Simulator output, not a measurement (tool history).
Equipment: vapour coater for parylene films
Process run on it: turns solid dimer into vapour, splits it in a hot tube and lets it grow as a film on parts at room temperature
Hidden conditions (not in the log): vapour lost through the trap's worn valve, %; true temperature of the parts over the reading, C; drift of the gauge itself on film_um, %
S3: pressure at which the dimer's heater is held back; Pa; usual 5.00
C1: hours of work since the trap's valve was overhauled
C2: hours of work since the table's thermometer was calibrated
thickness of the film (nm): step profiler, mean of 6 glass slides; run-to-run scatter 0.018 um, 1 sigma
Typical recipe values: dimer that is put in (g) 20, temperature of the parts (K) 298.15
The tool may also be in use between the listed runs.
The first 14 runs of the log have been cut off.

run 15 day=14.262 | dimer_that_is_put_in_(g)=22 temperature_of_the_parts_(K)=298.15 S3=5.00 | C1=57 C2=668 | thickness_of_the_film_(nm)=3950
run 16 day=15.050 | dimer_that_is_put_in_(g)=22 temperature_of_the_parts_(K)=298.15 S3=5.00 | C1=68 C2=679 | thickness_of_the_film_(nm)=3950
run 17 day=15.912 | dimer_that_is_put_in_(g)=13 temperature_of_the_parts_(K)=298.15 S3=4.78 | C1=79 C2=690 | thickness_of_the_film_(nm)=2330
run 18 day=16.967 | dimer_that_is_put_in_(g)=13 temperature_of_the_parts_(K)=298.15 S3=4.78 | C1=93 C2=704 | thickness_of_the_film_(nm)=2330
run 19 day=18.525 | dimer_that_is_put_in_(g)=31 temperature_of_the_parts_(K)=304.15 S3=4.78 | C1=113 C2=724 | thickness_of_the_film_(nm)=4910
run 20 day=19.250 | dimer_that_is_put_in_(g)=31 temperature_of_the_parts_(K)=304.15 S3=4.78 | C1=123 C2=734 | thickness_of_the_film_(nm)=4910
run 21 day=20.717 | dimer_that_is_put_in_(g)=32 temperature_of_the_parts_(K)=298.15 S3=5.00 | C1=142 C2=753 | thickness_of_the_film_(nm)=5550
run 22 day=21.979 | dimer_that_is_put_in_(g)=20 temperature_of_the_parts_(K)=307.15 S3=5.00 | C1=159 C2=770 | thickness_of_the_film_(nm)=2940
run 23 day=23.150 | dimer_that_is_put_in_(g)=20 temperature_of_the_parts_(K)=307.15 S3=5.00 | C1=174 C2=785 | thickness_of_the_film_(nm)=2940
run 24 day=24.575 | dimer_that_is_put_in_(g)=9 temperature_of_the_parts_(K)=307.15 S3=5.85 | C1=193 C2=804 | thickness_of_the_film_(nm)=1270
run 25 day=25.700 | dimer_that_is_put_in_(g)=31 temperature_of_the_parts_(K)=293.15 S3=2.29 | C1=207 C2=818 | thickness_of_the_film_(nm)=6420
run 26 day=26.833 | dimer_that_is_put_in_(g)=28 temperature_of_the_parts_(K)=294.15 S3=10.72 | C1=222 C2=833 | thickness_of_the_film_(nm)=4620
run 27 day=28.171 | dimer_that_is_put_in_(g)=28 temperature_of_the_parts_(K)=294.15 S3=10.72 | C1=240 C2=851 | thickness_of_the_film_(nm)=4610
-- day=28.838 trap's valve overhauled
run 28 day=29.233 | dimer_that_is_put_in_(g)=18 temperature_of_the_parts_(K)=309.15 S3=9.07 | C1=5 C2=863 | thickness_of_the_film_(nm)=2460
run 29 day=30.492 | dimer_that_is_put_in_(g)=18 temperature_of_the_parts_(K)=309.15 S3=9.07 | C1=22 C2=879 | thickness_of_the_film_(nm)=2440
run 30 day=31.762 | dimer_that_is_put_in_(g)=35 temperature_of_the_parts_(K)=307.15 S3=9.07 | C1=38 C2=896 | thickness_of_the_film_(nm)=4940
run 31 day=32.829 | dimer_that_is_put_in_(g)=35 temperature_of_the_parts_(K)=307.15 S3=9.07 | C1=52 C2=910 | thickness_of_the_film_(nm)=4870
run 32 day=34.162 | dimer_that_is_put_in_(g)=8 temperature_of_the_parts_(K)=290.15 S3=9.99 | C1=70 C2=927 | thickness_of_the_film_(nm)=1500

Branching from run 32: 3 alternative next runs. What would each branch give?
run A day=35.417 | dimer_that_is_put_in_(g)=28 temperature_of_the_parts_(K)=299.15 S3=10.50 | C1=86 C2=944 | thickness_of_the_film_(nm)=?
run B day=35.417 | dimer_that_is_put_in_(g)=20 temperature_of_the_parts_(K)=298.15 S3=5.00 | C1=86 C2=944 | thickness_of_the_film_(nm)=?
run C day=35.417 | dimer_that_is_put_in_(g)=8 temperature_of_the_parts_(K)=310.15 S3=4.58 | C1=86 C2=944 | thickness_of_the_film_(nm)=?

run=A thickness_of_the_film_(nm)=4430
run=B thickness_of_the_film_(nm)=3510
run=C thickness_of_the_film_(nm)=1130
With the hidden condition removed and each run's random variation left untouched, the same runs would have given:
run=A thickness_of_the_film_(nm)=4610
run=B thickness_of_the_film_(nm)=3650
run=C thickness_of_the_film_(nm)=1180
